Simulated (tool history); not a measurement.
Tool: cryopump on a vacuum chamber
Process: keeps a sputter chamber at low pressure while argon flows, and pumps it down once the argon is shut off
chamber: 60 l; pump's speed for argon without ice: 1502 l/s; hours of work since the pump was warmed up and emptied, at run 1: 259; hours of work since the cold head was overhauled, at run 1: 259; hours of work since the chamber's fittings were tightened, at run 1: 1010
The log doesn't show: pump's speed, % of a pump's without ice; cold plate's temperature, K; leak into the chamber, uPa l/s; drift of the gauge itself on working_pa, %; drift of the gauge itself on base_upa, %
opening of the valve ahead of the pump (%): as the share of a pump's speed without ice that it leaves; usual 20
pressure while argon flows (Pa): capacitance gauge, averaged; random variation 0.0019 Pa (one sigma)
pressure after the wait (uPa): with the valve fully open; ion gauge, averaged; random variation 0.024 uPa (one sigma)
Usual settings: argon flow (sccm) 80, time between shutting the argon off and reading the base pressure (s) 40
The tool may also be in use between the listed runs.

run,day,argon flow (sccm),time between shutting the argon off and reading the base pressure (s),opening of the valve ahead of the pump (%),hours of work since the pump was warmed up and emptied,hours of work since the cold head was overhauled,hours of work since the chamber's fittings were tightened,pressure while argon flows (Pa),pressure after the wait (uPa)
1,0,80,40,20,259,259,1010,0.4619,1.36
2,0.771,80,91,20,271,271,1021,0.4633,0.93
3,1.733,80,91,20,285,285,1036,0.4635,1
4,2.333,82,40,20,294,294,1044,0.4741,1.37
5,3.071,82,40,20,305,305,1056,0.4765,1.31
6,3.675,82,40,20,315,315,1065,0.4784,1.37
7,4.388,80,40,18,325,325,1075,0.5126,1.32
8,5.129,80,54,20,336,336,1086,0.4655,1.2
9,5.812,80,27,20,347,347,1097,0.468,1.73
10,6.429,80,27,20,356,356,1106,0.465,1.73
11,7.058,80,27,20,365,365,1115,0.4652,1.69
12,7.708,117,40,20,375,375,1125,0.6854,1.44
13,8.146,86,38,27,382,382,1132,0.3752,1.46
14,9.083,46,40,27,396,396,1146,0.2043,1.44
15,9.962,46,40,27,409,409,1159,0.2028,1.47
16,10.921,116,67,20,423,423,1173,0.6838,1.23
17,11.762,119,196,38,436,436,1186,0.3871,0.99
18,12.275,63,265,47,443,443,1193,0.1678,0.89
19,13.108,34,40,21,456,456,1206,0.193,1.48
20,13.558,80,134,43,463,463,1213,0.2327,1.02
21,14.217,53,30,20,472,472,1223,0.3138,1.72
22,14.742,53,30,20,480,480,1230,0.3145,1.7
23,15.242,126,74,20,488,488,1238,0.7489,1.21
24,15.638,126,74,20,494,494,1244,0.7507,1.24

Forecast each of these 3 alternatives for the next run:
A,16.421,126,31,26,505,505,1256,?,?
B,16.421,40,40,20,505,505,1256,?,?
C,16.421,112,105,20,505,505,1256,?,?

run,pressure while argon flows (Pa),pressure after the wait (uPa)
A,0.583,1.69
B,0.2343,1.55
C,0.6636,1.11
Without the tool's hidden state the same runs would have given:
run,pressure while argon flows (Pa),pressure after the wait (uPa)
A,0.5429,1.03
B,0.2217,0.86
C,0.6279,0.44
